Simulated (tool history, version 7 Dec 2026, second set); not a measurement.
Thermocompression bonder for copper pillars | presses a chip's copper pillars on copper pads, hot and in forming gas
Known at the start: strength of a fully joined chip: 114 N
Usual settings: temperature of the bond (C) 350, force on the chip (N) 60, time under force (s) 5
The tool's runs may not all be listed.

run	day	temperature of the bond (C)	force on the chip (N)	time under force (s)	force that shears a chip off (N)
1	0.000	350	60	5	40.9
2	0.596	350	60	5	40.2
3	0.958	350	60	5	40.7
4	1.325	325	60	5	30.9
5	1.712	350	60	5	38.9
6	2.196	350	60	5	40.0
7	2.888	350	60	5	39.8
8	3.529	350	60	5	39.5
9	4.283	350	51	4	31.7
10	4.621	350	51	4	30.4
11	5.271	370	61	4	44.4
12	5.612	370	61	4	43.2
13	6.138	353	66	5	44.0
14	6.721	353	66	5	42.9
15	7.417	353	66	14	62.7

Measured less the same run without the tool's hidden state. The same run-to-run variation is in both; the gauge's scatter may not be:
The hidden state here: true temperature of the bond over the reading, C; force that reaches the chip, % of what is set; oxide that the forming gas leaves, % of the face; drift of the gauge itself on shear_n, %.
run	force that shears a chip off (N)
1	-0.9
2	-0.9
3	-1.0
4	-0.9
5	-1.1
6	-1.1
7	-1.2
8	-1.2
9	-1.1
10	-1.1
11	-1.6
12	-1.5
13	-1.6
14	-1.6
15	-2.3
